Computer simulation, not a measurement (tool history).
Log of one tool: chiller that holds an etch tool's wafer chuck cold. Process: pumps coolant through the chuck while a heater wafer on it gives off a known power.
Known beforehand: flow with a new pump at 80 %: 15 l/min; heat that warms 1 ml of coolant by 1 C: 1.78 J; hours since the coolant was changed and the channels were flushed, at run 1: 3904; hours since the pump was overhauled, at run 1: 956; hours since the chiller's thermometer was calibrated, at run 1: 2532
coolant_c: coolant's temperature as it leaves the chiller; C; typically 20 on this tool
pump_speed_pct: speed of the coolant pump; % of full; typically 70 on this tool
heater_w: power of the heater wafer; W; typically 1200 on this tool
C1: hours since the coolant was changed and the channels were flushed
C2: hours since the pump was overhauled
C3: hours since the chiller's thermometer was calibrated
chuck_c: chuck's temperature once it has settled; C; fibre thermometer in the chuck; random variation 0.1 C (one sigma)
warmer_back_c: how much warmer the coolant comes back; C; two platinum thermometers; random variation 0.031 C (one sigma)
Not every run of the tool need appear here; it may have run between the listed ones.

Run 1, hour 0: usual settings; C1 3904; C2 956; C3 2532. Result: chuck_c 30.6 C, warmer_back_c 3.23 C.
Run 2, hour 19.1: usual settings but heater_w 711 W; C1 3923; C2 975; C3 2551. Result: chuck_c 26.5 C, warmer_back_c 1.88 C.
Run 3, hour 38.9: usual settings but pump_speed_pct 63 % of full; C1 3943; C2 994; C3 2570. Result: chuck_c 31.4 C, warmer_back_c 3.59 C.
Run 4, hour 73.3: usual settings; C1 3977; C2 1029; C3 2605. Result: chuck_c 30.6 C, warmer_back_c 3.24 C.
Run 5, hour 102.6: usual settings but coolant_c 29 C; C1 4007; C2 1058; C3 2634. Result: chuck_c 39.8 C, warmer_back_c 3.24 C.
Run 6, hour 118.2: usual settings but pump_speed_pct 60 % of full; C1 4022; C2 1074; C3 2650. Result: chuck_c 31.6 C, warmer_back_c 3.76 C.
Run 7, hour 153.4: usual settings but coolant_c 19 C, pump_speed_pct 83 % of full; C1 4058; C2 1109; C3 2685. Result: chuck_c 28.8 C, warmer_back_c 2.61 C.
Run 8, hour 169.9: usual settings but coolant_c 18 C, pump_speed_pct 75 % of full, heater_w 1238 W; C1 4074; C2 1125; C3 2701. Result: chuck_c 28.7 C, warmer_back_c 3.08 C.

Run 9, settings as shown, results not yet in. Your forecast:
Run 9, hour 200.8: usual settings but coolant_c 18 C, pump_speed_pct 75 % of full, heater_w 1238 W; C1 4105; C2 1156; C3 2732. Result: chuck_c ?, warmer_back_c ?.

Run 9 yielded chuck_c 28.7 C, warmer_back_c 3.02 C.
On a tool with no hidden condition, and with the same random variation, this run would have come out at chuck_c 26.5 C, warmer_back_c 2.98 C.
